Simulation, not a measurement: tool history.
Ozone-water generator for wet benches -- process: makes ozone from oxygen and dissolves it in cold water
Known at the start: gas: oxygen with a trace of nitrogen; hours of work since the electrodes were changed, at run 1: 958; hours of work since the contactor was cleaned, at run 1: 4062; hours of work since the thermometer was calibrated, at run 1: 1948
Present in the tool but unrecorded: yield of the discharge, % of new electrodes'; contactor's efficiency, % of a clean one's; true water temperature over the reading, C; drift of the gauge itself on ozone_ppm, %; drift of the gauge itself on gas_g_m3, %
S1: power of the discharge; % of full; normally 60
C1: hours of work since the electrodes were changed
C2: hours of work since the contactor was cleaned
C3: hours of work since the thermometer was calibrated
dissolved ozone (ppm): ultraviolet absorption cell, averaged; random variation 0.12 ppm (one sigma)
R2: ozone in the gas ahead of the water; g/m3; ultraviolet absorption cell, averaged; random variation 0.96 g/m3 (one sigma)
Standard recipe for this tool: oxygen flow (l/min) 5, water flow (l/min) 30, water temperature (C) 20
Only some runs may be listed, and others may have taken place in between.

Run 1, hour 0: usual settings; C1 958; C2 4062; C3 1948. Result: dissolved ozone (ppm) 11, R2 162.7 g/m3.
Run 2, hour 70.8: usual settings but oxygen flow (l/min) 5.52; C1 1024; C2 4127; C3 2014. Result: dissolved ozone (ppm) 11.1, R2 157.7 g/m3.
Run 3, hour 153.1: usual settings but oxygen flow (l/min) 5.52; C1 1100; C2 4203; C3 2090. Result: dissolved ozone (ppm) 11.1, R2 156.9 g/m3.
Run 4, hour 249.3: usual settings but oxygen flow (l/min) 5.52, water flow (l/min) 23; C1 1188; C2 4292; C3 2179. Result: dissolved ozone (ppm) 13.9, R2 156.8 g/m3.
Run 5, hour 316.4: usual settings but oxygen flow (l/min) 5.41; C1 1250; C2 4354; C3 2241. Result: dissolved ozone (ppm) 11, R2 158.9 g/m3.
Run 6, hour 369.5: usual settings but oxygen flow (l/min) 5.41; C1 1299; C2 4403; C3 2290. Result: dissolved ozone (ppm) 11.1, R2 158.1 g/m3.
Run 7, hour 418.1: usual settings; C1 1344; C2 4448; C3 2335. Result: dissolved ozone (ppm) 11, R2 162 g/m3.
Run 8, hour 475.4: usual settings; C1 1397; C2 4501; C3 2388. Result: dissolved ozone (ppm) 10.9, R2 162.4 g/m3.
Run 9, hour 541.5: usual settings but oxygen flow (l/min) 2.83; C1 1458; C2 4562; C3 2449. Result: dissolved ozone (ppm) 9, R2 199.8 g/m3.
Run 10, hour 585.1: usual settings but oxygen flow (l/min) 2.83, water flow (l/min) 31; C1 1499; C2 4602; C3 2489. Result: dissolved ozone (ppm) 8.6, R2 200.7 g/m3.
Run 11, hour 669.8: usual settings but oxygen flow (l/min) 2.83, water flow (l/min) 31; C1 1577; C2 4681; C3 2567. Result: dissolved ozone (ppm) 8.4, R2 199 g/m3.
Run 12, hour 764.3: usual settings but oxygen flow (l/min) 5.66, water temperature (C) 24; C1 1664; C2 4768; C3 2654. Result: dissolved ozone (ppm) 10.4, R2 156.6 g/m3.
Run 13, hour 857.6: usual settings but S1 80 % of full, oxygen flow (l/min) 5.58, water flow (l/min) 21, water temperature (C) 21; C1 1750; C2 4854; C3 2741. Result: dissolved ozone (ppm) 19, R2 195.9 g/m3.
Run 14, hour 923.4: usual settings but S1 80 % of full, oxygen flow (l/min) 5.58, water flow (l/min) 21, water temperature (C) 21; C1 1811; C2 4915; C3 2801. Result: dissolved ozone (ppm) 18.6, R2 194.7 g/m3.
Run 15, hour 990.8: usual settings but S1 74 % of full, oxygen flow (l/min) 5.89, water flow (l/min) 18; C1 1873; C2 4977; C3 2864. Result: dissolved ozone (ppm) 20.1, R2 181.5 g/m3.
Run 16, hour 1087.3: usual settings but S1 74 % of full, oxygen flow (l/min) 5.68, water flow (l/min) 18, water temperature (C) 13; C1 1963; C2 5066; C3 2953. Result: dissolved ozone (ppm) 22.2, R2 182.1 g/m3.
Run 17, hour 1144.6: usual settings but oxygen flow (l/min) 4.3; C1 2015; C2 5119; C3 3006. Result: dissolved ozone (ppm) 10.3, R2 171.6 g/m3.
Run 18, hour 1184.9: usual settings but oxygen flow (l/min) 6.18, water temperature (C) 18; C1 2053; C2 5156; C3 3043. Result: dissolved ozone (ppm) 11.8, R2 152.8 g/m3.

Consider 4 possible next runs. They are alternatives, not a sequence: every one starts from the tool as it was left by run 18. What does each give?
Run A, hour 1267.8: usual settings but oxygen flow (l/min) 3.88, water flow (l/min) 46; C1 2129; C2 5233; C3 3120. Result: dissolved ozone (ppm) ?, R2 ?.
Run B, hour 1267.8: usual settings but water temperature (C) 18; C1 2129; C2 5233; C3 3120. Result: dissolved ozone (ppm) ?, R2 ?.
Run C, hour 1267.8: usual settings but oxygen flow (l/min) 3.53, water temperature (C) 14; C1 2129; C2 5233; C3 3120. Result: dissolved ozone (ppm) ?, R2 ?.
Run D, hour 1267.8: usual settings but S1 62 % of full, oxygen flow (l/min) 6.18, water temperature (C) 18; C1 2129; C2 5233; C3 3120. Result: dissolved ozone (ppm) ?, R2 ?.

run  dissolved ozone (ppm)     R2
  A                    6.3  177.8
  B                   11.2  162.1
  C                   10.5  183.4
  D                   11.9  155.5
The same runs, with their run-to-run variation unchanged, on a tool lacking any hidden condition would have given:
run  dissolved ozone (ppm)     R2
  A                    6.3  177.8
  B                   11.2  162.2
  C                   10.5  183.5
  D                   11.9  155.6
